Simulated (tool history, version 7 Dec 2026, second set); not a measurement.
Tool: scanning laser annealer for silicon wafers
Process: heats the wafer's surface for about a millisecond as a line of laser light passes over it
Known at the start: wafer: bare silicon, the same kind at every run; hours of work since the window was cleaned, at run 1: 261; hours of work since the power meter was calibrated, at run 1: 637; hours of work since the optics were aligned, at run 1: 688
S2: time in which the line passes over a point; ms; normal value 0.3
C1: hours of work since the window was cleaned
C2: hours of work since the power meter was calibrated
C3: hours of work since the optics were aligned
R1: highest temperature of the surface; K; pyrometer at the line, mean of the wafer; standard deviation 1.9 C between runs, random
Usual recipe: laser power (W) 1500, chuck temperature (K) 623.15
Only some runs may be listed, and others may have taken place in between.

run 1 hour=0 | laser_power_(W)=1500 S2=0.3 chuck_temperature_(K)=623.15 | C1=261 C2=637 C3=688 | R1=1427.15
run 2 hour=21 | laser_power_(W)=1500 S2=0.3 chuck_temperature_(K)=623.15 | C1=272 C2=648 C3=699 | R1=1424.15
run 3 hour=50.6 | laser_power_(W)=1500 S2=0.3 chuck_temperature_(K)=594.15 | C1=287 C2=663 C3=714 | R1=1393.15
run 4 hour=78.8 | laser_power_(W)=1500 S2=0.3 chuck_temperature_(K)=649.15 | C1=301 C2=677 C3=728 | R1=1451.15
run 5 hour=110.5 | laser_power_(W)=1500 S2=0.3 chuck_temperature_(K)=649.15 | C1=317 C2=693 C3=744 | R1=1451.15
run 6 hour=135.4 | laser_power_(W)=1500 S2=0.3 chuck_temperature_(K)=649.15 | C1=330 C2=706 C3=757 | R1=1446.15
run 7 hour=160.7 | laser_power_(W)=1500 S2=0.247 chuck_temperature_(K)=623.15 | C1=343 C2=718 C3=770 | R1=1352.15
run 8 hour=192.7 | laser_power_(W)=1500 S2=0.247 chuck_temperature_(K)=623.15 | C1=359 C2=735 C3=786 | R1=1356.15
run 9 hour=222.3 | laser_power_(W)=1418 S2=0.247 chuck_temperature_(K)=623.15 | C1=374 C2=750 C3=801 | R1=1301.15
run 10 hour=257.6 | laser_power_(W)=1418 S2=0.247 chuck_temperature_(K)=623.15 | C1=392 C2=767 C3=819 | R1=1304.15
run 11 hour=292.7 | laser_power_(W)=1418 S2=0.366 chuck_temperature_(K)=636.15 | C1=409 C2=785 C3=836 | R1=1453.15
run 12 hour=324.4 | laser_power_(W)=1418 S2=0.366 chuck_temperature_(K)=636.15 | C1=425 C2=801 C3=852 | R1=1462.15
run 13 hour=358.6 | laser_power_(W)=1478 S2=0.3 chuck_temperature_(K)=652.15 | C1=443 C2=818 C3=870 | R1=1436.15
run 14 hour=376.7 | laser_power_(W)=1500 S2=0.3 chuck_temperature_(K)=615.15 | C1=452 C2=828 C3=879 | R1=1417.15
run 15 hour=410.6 | laser_power_(W)=1500 S2=0.3 chuck_temperature_(K)=615.15 | C1=469 C2=845 C3=896 | R1=1413.15
run 16 hour=433.4 | laser_power_(W)=1487 S2=0.221 chuck_temperature_(K)=615.15 | C1=481 C2=856 C3=908 | R1=1300.15
run 17 hour=466.8 | laser_power_(W)=1487 S2=0.227 chuck_temperature_(K)=653.15 | C1=497 C2=873 C3=924 | R1=1345.15
run 18 hour=507.9 | laser_power_(W)=1487 S2=0.227 chuck_temperature_(K)=653.15 | C1=518 C2=894 C3=945 | R1=1348.15
run 19 hour=541.7 | laser_power_(W)=1568 S2=0.227 chuck_temperature_(K)=642.15 | C1=535 C2=911 C3=962 | R1=1380.15
run 20 hour=578.6 | laser_power_(W)=1472 S2=0.367 chuck_temperature_(K)=638.15 | C1=554 C2=930 C3=981 | R1=1506.15

Forecast each of these 3 alternatives for the next run:
run A hour=599.2 | laser_power_(W)=1532 S2=0.228 chuck_temperature_(K)=593.15 | C1=564 C2=940 C3=991 | R1=?
run B hour=599.2 | laser_power_(W)=1457 S2=0.32 chuck_temperature_(K)=636.15 | C1=564 C2=940 C3=991 | R1=?
run C hour=599.2 | laser_power_(W)=1500 S2=0.278 chuck_temperature_(K)=657.15 | C1=564 C2=940 C3=991 | R1=?

run=A R1=1312.15
run=B R1=1428.15
run=C R1=1430.15
The same runs, with their run-to-run variation unchanged, on a tool lacking any hidden condition would have given:
run=A R1=1312.15
run=B R1=1429.15
run=C R1=1430.15
